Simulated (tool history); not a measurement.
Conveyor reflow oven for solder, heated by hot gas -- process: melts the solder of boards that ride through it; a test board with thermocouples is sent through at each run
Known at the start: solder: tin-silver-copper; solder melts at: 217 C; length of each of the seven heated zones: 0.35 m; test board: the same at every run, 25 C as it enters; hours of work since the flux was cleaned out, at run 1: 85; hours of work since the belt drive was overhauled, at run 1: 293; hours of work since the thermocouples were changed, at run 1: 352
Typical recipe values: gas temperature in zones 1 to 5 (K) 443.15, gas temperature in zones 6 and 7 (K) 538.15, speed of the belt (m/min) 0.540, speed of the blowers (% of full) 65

run	day	gas temperature in zones 1 to 5 (K)	gas temperature in zones 6 and 7 (K)	speed of the belt (m/min)	speed of the blowers (% of full)	hours of work since the flux was cleaned out	hours of work since the belt drive was overhauled	hours of work since the thermocouples were changed	highest temperature of the board (K)	time above the solder's melting point (s)
1	0.000	443.15	538.15	0.540	65	85	293	352	523.25	55.2
2	0.329	443.15	538.15	0.540	65	90	299	357	522.05	55.1
3	0.879	443.15	538.15	0.540	65	100	308	367	521.55	54.2
4	1.358	443.15	538.15	0.540	65	108	316	375	522.35	55.5
5	1.850	443.15	538.15	0.540	65	116	325	383	523.95	54.2
6	2.308	443.15	538.15	0.540	65	124	332	391	522.75	54.3
7	2.746	443.15	538.15	0.540	65	131	340	398	522.45	55.5
8	3.046	443.15	538.15	0.597	65	136	345	403	519.25	46.2
9	3.517	443.15	531.15	0.540	65	144	353	411	515.75	49.4
10	4.096	443.15	531.15	0.540	65	154	363	421	517.15	50.7
11	4.654	443.15	531.15	0.540	65	164	372	431	515.95	50.1
12	5.004	439.15	539.15	0.540	65	170	378	436	522.05	54.1
13	5.279	443.15	539.15	0.609	65	174	383	441	519.45	46.2
14	5.879	443.15	539.15	0.609	65	184	393	451	519.75	45.0
15	6.200	444.15	540.15	0.609	83	190	398	457	525.15	50.7
16	6.679	444.15	540.15	0.609	83	198	406	465	525.35	50.8
17	7.350	444.15	540.15	0.434	83	209	418	476	534.05	81.6
18	7.850	441.15	548.15	0.573	83	218	426	485	534.95	60.0
19	8.162	441.15	529.15	0.573	56	223	432	490	510.55	37.7

Run 20 is up next; what results do you expect?
20	8.746	441.15	529.15	0.573	56	233	442	500	?	?

Logged for run 20: highest temperature of the board (K) 509.25, time above the solder's melting point (s) 36.8.
If the tool had no hidden condition, the same run with the same run-to-run variation would have returned highest temperature of the board (K) 508.05, time above the solder's melting point (s) 35.2.
